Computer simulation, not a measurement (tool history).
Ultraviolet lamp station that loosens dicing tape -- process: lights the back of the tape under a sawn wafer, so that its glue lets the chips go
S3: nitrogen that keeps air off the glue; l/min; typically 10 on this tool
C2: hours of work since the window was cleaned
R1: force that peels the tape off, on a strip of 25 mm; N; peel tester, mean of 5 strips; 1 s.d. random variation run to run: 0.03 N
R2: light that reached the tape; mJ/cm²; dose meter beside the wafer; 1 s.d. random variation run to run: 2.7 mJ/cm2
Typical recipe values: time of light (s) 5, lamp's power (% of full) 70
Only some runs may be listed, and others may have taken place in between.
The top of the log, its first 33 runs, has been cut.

Run 34, hour 1192.4: usual settings but S3 8 l/min; hours of work of the lamp 1583; C2 138. Result: R1 2.891 N, R2 232 mJ/cm².
Run 35, hour 1234.2: usual settings but time of light (s) 2, lamp's power (% of full) 78, S3 13 l/min; hours of work of the lamp 1607; C2 162. Result: R1 5.047 N, R2 104 mJ/cm².
Run 36, hour 1277.8: usual settings but S3 6 l/min; hours of work of the lamp 1632; C2 187. Result: R1 3.018 N, R2 224 mJ/cm².
Run 37, hour 1327.9: usual settings but S3 6 l/min; hours of work of the lamp 1661; C2 216. Result: R1 3.140 N, R2 228 mJ/cm².
Run 38, hour 1364.3: usual settings but time of light (s) 3, lamp's power (% of full) 88, S3 7 l/min; hours of work of the lamp 1682; C2 237. Result: R1 3.958 N, R2 167 mJ/cm².
Run 39, hour 1413.2: usual settings but time of light (s) 3, lamp's power (% of full) 88, S3 7 l/min; hours of work of the lamp 1711; C2 266. Result: R1 3.959 N, R2 165 mJ/cm².
Run 40, hour 1455.4: usual settings but time of light (s) 3, lamp's power (% of full) 88, S3 7 l/min; hours of work of the lamp 1735; C2 290. Result: R1 4.004 N, R2 165 mJ/cm².
Run 41, hour 1501.8: usual settings but time of light (s) 2, S3 4 l/min; hours of work of the lamp 1762; C2 317. Result: R1 6.280 N, R2 87 mJ/cm².
Run 42, hour 1532.0: usual settings but lamp's power (% of full) 64, S3 4 l/min; hours of work of the lamp 1780; C2 335. Result: R1 3.887 N, R2 192 mJ/cm².
At hour 1555.4: lamp changed.
Run 43, hour 1573.3: usual settings but time of light (s) 4, lamp's power (% of full) 74, S3 4 l/min; hours of work of the lamp 10; C2 358. Result: R1 2.799 N, R2 268 mJ/cm².

Branching from run 43: 3 alternative next runs. What would each branch give?
Run A, hour 1608.7: usual settings but S3 17 l/min; hours of work of the lamp 31; C2 379. Result: R1 ?, R2 ?.
Run B, hour 1608.7: usual settings but lamp's power (% of full) 66, S3 9 l/min; hours of work of the lamp 31; C2 379. Result: R1 ?, R2 ?.
Run C, hour 1608.7: usual settings but time of light (s) 7, S3 6 l/min; hours of work of the lamp 31; C2 379. Result: R1 ?, R2 ?.

run     R1   R2
  A  1.429  315
  B  1.936  300
  C  1.259  443
With the hidden condition removed and each run's random variation left untouched, the same runs would have given:
run     R1   R2
  A  1.192  350
  B  1.652  334
  C  1.038  493

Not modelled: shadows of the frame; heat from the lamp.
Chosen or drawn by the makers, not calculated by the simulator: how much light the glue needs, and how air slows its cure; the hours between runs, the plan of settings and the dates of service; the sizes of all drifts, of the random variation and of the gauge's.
